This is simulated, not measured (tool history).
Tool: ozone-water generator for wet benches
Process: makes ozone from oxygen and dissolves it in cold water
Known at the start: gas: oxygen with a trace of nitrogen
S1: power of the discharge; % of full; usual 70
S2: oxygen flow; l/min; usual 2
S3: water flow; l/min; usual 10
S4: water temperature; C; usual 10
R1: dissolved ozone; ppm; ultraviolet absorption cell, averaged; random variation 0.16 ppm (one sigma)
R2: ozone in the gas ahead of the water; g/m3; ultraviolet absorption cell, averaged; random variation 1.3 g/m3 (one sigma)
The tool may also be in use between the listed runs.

Run 1, hour 0: usual settings. Result: R1 22.1 ppm, R2 244.1 g/m3.
Run 2, hour 72.1: usual settings. Result: R1 21.7 ppm, R2 243 g/m3.
Run 3, hour 151.7: usual settings. Result: R1 21.9 ppm, R2 244.5 g/m3.
Run 4, hour 196.2: usual settings. Result: R1 21.8 ppm, R2 242.8 g/m3.
Run 5, hour 282: usual settings. Result: R1 21.6 ppm, R2 243.1 g/m3.
Run 6, hour 355.6: usual settings. Result: R1 21.9 ppm, R2 243.8 g/m3.
Run 7, hour 438.3: usual settings. Result: R1 21.9 ppm, R2 244.2 g/m3.
At hour 473.4: water thermometer calibrated.
Run 8, hour 526.9: usual settings but S4 17 C. Result: R1 20.1 ppm, R2 243.9 g/m3.
Run 9, hour 594.4: usual settings but S4 17 C. Result: R1 20 ppm, R2 244.1 g/m3.
Run 10, hour 652.3: usual settings but S1 59 % of full, S2 3.51 l/min, S4 14 C. Result: R1 18.1 ppm, R2 153.5 g/m3.
Run 11, hour 706.6: usual settings but S1 42 % of full, S2 1.71 l/min, S3 15 l/min. Result: R1 9.2 ppm, R2 188.7 g/m3.
Run 12, hour 795.5: usual settings but S1 42 % of full, S2 1.71 l/min, S3 16 l/min, S4 6 C. Result: R1 8.7 ppm, R2 187.8 g/m3.
Run 13, hour 856.7: usual settings but S1 63 % of full, S3 9 l/min. Result: R1 23.1 ppm, R2 227.1 g/m3.
Run 14, hour 918.3: usual settings but S3 13 l/min, S4 14 C. Result: R1 15.6 ppm, R2 244.3 g/m3.
Run 15, hour 991.6: usual settings but S1 92 % of full, S2 2.8 l/min. Result: R1 26.6 ppm, R2 239.7 g/m3.
Run 16, hour 1032.7: usual settings but S4 14 C. Result: R1 20.9 ppm, R2 242.6 g/m3.
Run 17, hour 1074: usual settings but S2 2.64 l/min, S3 9 l/min. Result: R1 24.4 ppm, R2 206.2 g/m3.

Forecast each of these 5 alternatives for the next run:
Run A, hour 1141.1: usual settings but S2 1.5 l/min, S3 9 l/min, S4 5 C. Result: R1 ?, R2 ?.
Run B, hour 1141.1: usual settings but S1 81 % of full, S2 2.64 l/min, S3 14 l/min. Result: R1 ?, R2 ?.
Run C, hour 1141.1: usual settings but S1 59 % of full, S2 3.25 l/min, S3 11 l/min. Result: R1 ?, R2 ?.
Run D, hour 1141.1: usual settings but S1 76 % of full. Result: R1 ?, R2 ?.
Run E, hour 1141.1: usual settings but S1 66 % of full, S4 12 C. Result: R1 ?, R2 ?.

run    R1     R2
  A  24.8  290.2
  B  16.7    226
  C  17.4  160.8
  D  23.1  257.7
  E  20.6  233.9
Without the tool's hidden state the same runs would have given:
run    R1     R2
  A  24.8  290.3
  B  16.7    226
  C  17.4  160.9
  D  23.2  257.8
  E  20.6  233.9

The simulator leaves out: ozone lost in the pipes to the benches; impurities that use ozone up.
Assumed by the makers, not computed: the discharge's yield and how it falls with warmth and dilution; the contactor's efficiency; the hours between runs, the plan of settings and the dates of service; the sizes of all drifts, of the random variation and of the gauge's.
